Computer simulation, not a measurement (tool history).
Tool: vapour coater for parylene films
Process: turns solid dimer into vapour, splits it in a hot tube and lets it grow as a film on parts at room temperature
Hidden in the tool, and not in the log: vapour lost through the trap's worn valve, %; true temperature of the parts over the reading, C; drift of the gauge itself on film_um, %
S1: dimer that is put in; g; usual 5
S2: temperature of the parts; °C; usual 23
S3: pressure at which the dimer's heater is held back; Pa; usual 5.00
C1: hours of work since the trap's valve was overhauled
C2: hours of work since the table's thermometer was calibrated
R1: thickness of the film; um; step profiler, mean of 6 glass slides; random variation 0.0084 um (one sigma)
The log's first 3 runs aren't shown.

| run | hour | S1 | S2 | S3 | C1 | C2 | R1 |
|---|---|---|---|---|---|---|---|
| 4 | 89.7 | 5 | 25 | 5.00 | 97 | 753 | 1.037 |
| 5 | 110.2 | 2 | 23 | 5.00 | 112 | 768 | 0.449 |
| 6 | 131.3 | 2 | 23 | 5.00 | 127 | 783 | 0.456 |
| 7 | 161.5 | 2 | 23 | 5.00 | 149 | 805 | 0.464 |
| 8 | 192.9 | 2 | 23 | 5.00 | 171 | 828 | 0.449 |
| 9 | 209.2 | 2 | 23 | 5.00 | 183 | 839 | 0.440 |
| 10 | 235.2 | 2 | 23 | 5.00 | 202 | 858 | 0.438 |
| 11 | 267.3 | 5 | 23 | 5.00 | 225 | 881 | 1.121 |
| 12 | 284.1 | 5 | 23 | 5.00 | 237 | 894 | 1.095 |
| 13 | 311.6 | 5 | 23 | 5.00 | 257 | 913 | 1.092 |
|  | 318.0 | trap's valve overhauled |
| 14 | 331.3 | 5 | 23 | 5.00 | 10 | 925 | 1.165 |
| 15 | 352.1 | 5 | 23 | 5.00 | 25 | 940 | 1.171 |
| 16 | 366.8 | 5 | 23 | 5.00 | 35 | 950 | 1.165 |
| 17 | 385.3 | 5 | 23 | 5.00 | 49 | 964 | 1.150 |
| 18 | 416.7 | 5 | 23 | 5.00 | 71 | 986 | 1.153 |

Forecast run 19:
| 19 | 432.2 | 3 | 25 | 8.95 | 82 | 997 | ? |

{"run 19": {"R1": 0.585}}
Without the tool's hidden state the same run would have given R1 0.615 um.

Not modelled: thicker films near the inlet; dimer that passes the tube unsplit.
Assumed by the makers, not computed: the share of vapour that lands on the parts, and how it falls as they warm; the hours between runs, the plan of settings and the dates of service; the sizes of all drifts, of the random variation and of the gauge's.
